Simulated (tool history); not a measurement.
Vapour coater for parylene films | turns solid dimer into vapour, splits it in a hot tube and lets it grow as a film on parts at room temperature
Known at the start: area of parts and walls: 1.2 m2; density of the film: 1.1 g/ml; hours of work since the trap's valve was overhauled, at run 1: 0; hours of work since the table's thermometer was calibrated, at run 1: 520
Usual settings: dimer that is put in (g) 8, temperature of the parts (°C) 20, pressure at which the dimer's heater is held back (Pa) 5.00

run    hour  dimer that is put in (g)  temperature of the parts (°C)  pressure at which the dimer's heater is held back (Pa)  hours of work since the trap's valve was overhauled  hours of work since the table's thermometer was calibrated  thickness of the film (nm)
  1     0.0                         8                             20                                                    5.00                                                    0                                                         520                        4480
  2    51.4                         8                             20                                                    5.00                                                   42                                                         562                        4310
  3    78.4                         8                             20                                                    5.00                                                   64                                                         584                        4180
  4   102.2                         8                             20                                                    5.00                                                   84                                                         604                        4200
  5   155.5                         8                             20                                                    5.00                                                  127                                                         647                        4070
  6   181.8                         8                             20                                                    5.00                                                  149                                                         669                        4060
  7   221.1                         8                             20                                                    2.82                                                  181                                                         701                        4260
      259.7  -- trap's valve overhauled
  8   264.6                         3                             20                                                    2.82                                                    4                                                         733                        1790
  9   305.2                         3                             26                                                    2.82                                                   37                                                         767                        1380
 10   333.3                         3                             26                                                    2.82                                                   60                                                         789                        1380
 11   364.7                         8                             20                                                   11.39                                                   86                                                         815                        3650
 12   390.9                         8                             20                                                    5.00                                                  107                                                         837                        4130
 13   427.2                         6                             20                                                    5.00                                                  137                                                         866                        3040
 14   456.9                         6                             20                                                    5.00                                                  161                                                         890                        3020
 15   489.5                         8                             20                                                    5.00                                                  188                                                         917                        3970
      518.8  -- trap's valve overhauled
 16   535.9                         8                             22                                                    5.00                                                   14                                                         952                        4080
 17   588.3                         8                             20                                                    5.00                                                   57                                                         995                        4220
 18   614.9                        11                             20                                                    5.00                                                   79                                                        1016                        5810
 19   650.4                        11                             20                                                    5.00                                                  108                                                        1045                        5630
 20   679.0                        11                             20                                                    5.00                                                  131                                                        1069                        5500
 21   710.2                        11                             20                                                    5.00                                                  156                                                        1094                        5410
 22   754.3                        11                             20                                                    5.00                                                  193                                                        1130                        5360
      778.8  -- trap's valve overhauled
 23   815.1                         8                             20                                                   11.00                                                   30                                                        1177                        3730
 24   846.8                         6                             18                                                    2.99                                                   56                                                        1203                        3670
 25   890.9                         8                             12                                                   11.01                                                   92                                                        1239                        5010
 26   918.9                         8                             17                                                   11.01                                                  115                                                        1262                        4030
 27   951.3                         8                             17                                                   11.01                                                  141                                                        1288                        3920
 28   985.8                         8                             22                                                    3.54                                                  169                                                        1316                        3800
 29  1009.2                         7                             20                                                    6.39                                                  188                                                        1335                        3270
     1040.4  -- trap's valve overhauled
 30  1044.8                         4                             13                                                    6.39                                                    4                                                        1361                        2810
 31  1098.2                         4                             13                                                    6.39                                                   47                                                        1405                        2770
 32  1152.2                         4                             13                                                    6.39                                                   91                                                        1449                        2670
 33  1192.9                         4                             13                                                    2.24                                                  125                                                        1482                        2650
 34  1217.4                         9                             17                                                    7.43                                                  145                                                        1502                        4720
 35  1246.8                         4                             17                                                    7.43                                                  169                                                        1526                        2040
 36  1274.1                        11                             17                                                    4.39                                                  191                                                        1549                        6130
     1302.4  -- trap's valve overhauled
 37  1335.1                         8                             20                                                    5.00                                                   27                                                        1595                        4350
 38  1380.8                         5                             19                                                    5.00                                                   64                                                        1633                        2750
 39  1413.4                         8                             17                                                    5.00                                                   91                                                        1659                        4660
 40  1437.8                        13                             18                                                    3.13                                                  111                                                        1679                        7720
 41  1472.4                        13                             18                                                    3.13                                                  139                                                        1708                        7590
 42  1501.4                        12                             19                                                    5.00                                                  163                                                        1731                        6010
 43  1531.9                        12                             19                                                    5.00                                                  188                                                        1756                        6040
     1564.6  -- trap's valve overhauled
 44  1586.2                         8                             20                                                   11.28                                                   18                                                        1797                        3800

Hidden state or all else? Some run-to-run changes of thickness of the film (nm), split into what the settings, what came in and random variation would give without the hidden state, and what is left for the hidden state (with any gauge scatter that isn't in both results):
The hidden state here: vapour lost through the trap's worn valve, %; true temperature of the parts over the reading, C; drift of the gauge itself on film_um, %.
Run 34 -> 35: dimer that is put in (g) 9 -> 4. thickness of the film (nm) -2680: hidden state +340, all else -3020.
Run 35 -> 36: dimer that is put in (g) 4 -> 11, pressure at which the dimer's heater is held back (Pa) 7.43 -> 4.39. thickness of the film (nm) +4090: hidden state -780, all else +4870.
Run 36 -> 37: dimer that is put in (g) 11 -> 8, temperature of the parts (°C) 17 -> 20, pressure at which the dimer's heater is held back (Pa) 4.39 -> 5.00, trap's valve overhauled. thickness of the film (nm) -1780: hidden state +920, all else -2700.
Run 39 -> 40: dimer that is put in (g) 8 -> 13, temperature of the parts (°C) 17 -> 18, pressure at which the dimer's heater is held back (Pa) 5.00 -> 3.13. thickness of the film (nm) +3060: hidden state -400, all else +3460.
Run 43 -> 44: dimer that is put in (g) 12 -> 8, temperature of the parts (°C) 19 -> 20, pressure at which the dimer's heater is held back (Pa) 5.00 -> 11.28, trap's valve overhauled. thickness of the film (nm) -2240: hidden state +860, all else -3100.
